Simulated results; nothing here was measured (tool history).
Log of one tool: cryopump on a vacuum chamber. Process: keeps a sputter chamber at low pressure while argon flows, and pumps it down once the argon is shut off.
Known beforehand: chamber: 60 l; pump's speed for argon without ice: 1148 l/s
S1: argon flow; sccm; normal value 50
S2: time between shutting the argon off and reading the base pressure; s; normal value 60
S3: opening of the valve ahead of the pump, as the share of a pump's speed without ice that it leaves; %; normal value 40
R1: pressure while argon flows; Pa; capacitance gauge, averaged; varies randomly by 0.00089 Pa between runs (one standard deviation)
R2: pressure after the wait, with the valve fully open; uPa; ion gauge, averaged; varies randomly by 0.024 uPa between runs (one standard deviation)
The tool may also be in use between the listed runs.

| run | hour | S1 | S2 | S3 | R1 | R2 |
|---|---|---|---|---|---|---|
| 1 | 0.0 | 50 | 60 | 40 | 0.1981 | 2.45 |
| 2 | 14.1 | 50 | 60 | 22 | 0.3502 | 2.52 |
| 3 | 32.3 | 50 | 27 | 40 | 0.2007 | 3.31 |
| 4 | 49.2 | 50 | 26 | 40 | 0.1993 | 3.42 |
| 5 | 72.5 | 50 | 26 | 40 | 0.2019 | 3.46 |
| 6 | 86.6 | 50 | 60 | 42 | 0.1919 | 2.65 |
| 7 | 116.8 | 50 | 60 | 42 | 0.1926 | 2.77 |
| 8 | 143.3 | 50 | 60 | 42 | 0.1929 | 2.90 |
| 9 | 171.7 | 50 | 60 | 40 | 0.2028 | 2.97 |
| 10 | 195.7 | 50 | 60 | 40 | 0.2031 | 3.04 |
| 11 | 213.4 | 50 | 27 | 40 | 0.2034 | 3.85 |
| 12 | 232.3 | 50 | 27 | 40 | 0.2026 | 3.86 |
|  | 249.8 | pump warmed up, emptied and cooled again |
| 13 | 250.6 | 50 | 60 | 40 | 0.1849 | 2.65 |
| 14 | 281.9 | 50 | 60 | 40 | 0.1848 | 2.81 |
| 15 | 307.4 | 50 | 60 | 40 | 0.1846 | 2.83 |
| 16 | 323.8 | 50 | 60 | 40 | 0.1867 | 2.90 |
| 17 | 354.3 | 50 | 60 | 40 | 0.1865 | 2.81 |
| 18 | 385.0 | 76 | 89 | 30 | 0.3744 | 2.78 |
| 19 | 411.4 | 76 | 89 | 30 | 0.3741 | 2.76 |
| 20 | 442.0 | 76 | 89 | 30 | 0.3767 | 2.98 |

What does the tool deliver on the next run?
| 21 | 456.2 | 32 | 39 | 34 | ? | ? |

R1: 0.1404 Pa
R2: 3.50 uPa
With the hidden condition absent and the run-to-run variation left alone, this run would have shown R1 0.1384 Pa, R2 1.18 uPa.

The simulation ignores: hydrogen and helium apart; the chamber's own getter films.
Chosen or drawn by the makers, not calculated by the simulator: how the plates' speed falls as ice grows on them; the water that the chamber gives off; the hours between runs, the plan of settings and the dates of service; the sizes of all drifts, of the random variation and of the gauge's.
